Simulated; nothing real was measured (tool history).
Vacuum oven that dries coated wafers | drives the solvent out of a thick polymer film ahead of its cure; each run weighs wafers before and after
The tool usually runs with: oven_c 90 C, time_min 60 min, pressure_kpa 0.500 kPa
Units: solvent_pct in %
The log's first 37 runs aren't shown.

| run | hour | oven_c | time_min | pressure_kpa | hours of work since the thermocouples were calibrated | hours of work since the vacuum gauge was cleaned of residue | solvent_pct |
|---|---|---|---|---|---|---|---|
| 38 | 361.8 | 92 | 60 | 0.500 | 76 | 262 | 0.71 |
| 39 | 372.6 | 92 | 60 | 0.500 | 82 | 267 | 0.66 |
| 40 | 385.4 | 92 | 60 | 0.500 | 88 | 274 | 0.69 |
| 41 | 393.8 | 87 | 60 | 0.279 | 92 | 278 | 1.33 |
| 42 | 404.1 | 87 | 60 | 0.279 | 98 | 283 | 1.30 |
| 43 | 415.3 | 85 | 44 | 1.846 | 103 | 289 | 3.72 |
| 44 | 427.6 | 100 | 52 | 0.438 | 109 | 295 | 0.30 |
| 45 | 434.7 | 100 | 52 | 0.438 | 113 | 298 | 0.29 |
| 46 | 442.1 | 93 | 51 | 0.968 | 117 | 302 | 1.09 |
| 47 | 452.9 | 93 | 51 | 0.968 | 122 | 308 | 1.07 |

Alternative continuations, all from the tool just after run 47; predict every row:
| A | 459.1 | 105 | 44 | 0.714 | 125 | 311 | ? |
| B | 459.1 | 98 | 51 | 0.261 | 125 | 311 | ? |
| C | 459.1 | 84 | 60 | 0.500 | 125 | 311 | ? |

| run | solvent_pct |
|---|---|
| A | 0.29 |
| B | 0.42 |
| C | 2.00 |
Without the tool's hidden state the same runs would have given:
| run | solvent_pct |
|---|---|
| A | 0.28 |
| B | 0.42 |
| C | 2.02 |

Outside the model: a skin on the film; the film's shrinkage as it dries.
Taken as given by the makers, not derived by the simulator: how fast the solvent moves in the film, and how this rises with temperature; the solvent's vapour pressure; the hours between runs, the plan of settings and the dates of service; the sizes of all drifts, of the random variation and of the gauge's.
